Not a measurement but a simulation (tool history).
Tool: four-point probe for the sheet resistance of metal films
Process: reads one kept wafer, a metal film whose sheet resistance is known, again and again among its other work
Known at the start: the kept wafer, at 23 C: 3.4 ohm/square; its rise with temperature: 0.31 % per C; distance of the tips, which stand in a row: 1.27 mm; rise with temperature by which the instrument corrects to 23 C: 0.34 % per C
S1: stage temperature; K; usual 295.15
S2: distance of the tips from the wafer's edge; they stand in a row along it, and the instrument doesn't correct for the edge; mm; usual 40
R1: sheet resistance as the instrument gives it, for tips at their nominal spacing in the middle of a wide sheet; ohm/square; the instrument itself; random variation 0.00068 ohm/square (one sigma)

run	hour	S1	S2	R1
1	0	295.15	40	3.40681
2	72.1	295.15	40	3.406046
3	173	295.15	40	3.407628
4	237.9	294.15	40	3.40894
5	345.2	292.15	40	3.412748
6	396.5	295.15	40	3.409011
7	479.6	295.15	40	3.410088
8	545.1	295.15	40	3.410569
9	638.2	291.15	40	3.415843
10	702	291.15	40	3.415907
11	760	295.15	7	3.468287
12	834.7	295.15	7	3.469823
13	888.4	295.15	7	3.471171
14	999.2	295.15	7	3.470658
15	1059.4	295.15	7	3.472529
16	1146.4	295.15	7	3.472077
17	1260.4	295.15	7	3.471987
18	1357.4	295.15	33	3.417233
19	1457.7	296.15	40	3.416779
20	1552.6	296.15	4	3.588899
21	1625.5	296.15	8	3.460925
22	1717.6	296.15	41	3.416925
23	1795.4	291.15	7	3.482099
24	1871.4	293.15	6	3.49985
25	1963.4	308.15	22	3.410169
26	2054.5	308.15	22	3.410568
27	2168.3	299.15	40	3.416541

3 ways to go on from here, each from the tool as it stands after run 27. What would each give?
A	2240.9	292.15	26	?
B	2240.9	302.15	60	?
C	2240.9	295.15	9	?

run	R1
A	3.428106
B	3.413681
C	3.45633
Without the tool's hidden state the same runs would have given:
run	R1
A	3.408889
B	3.394687
C	3.43701
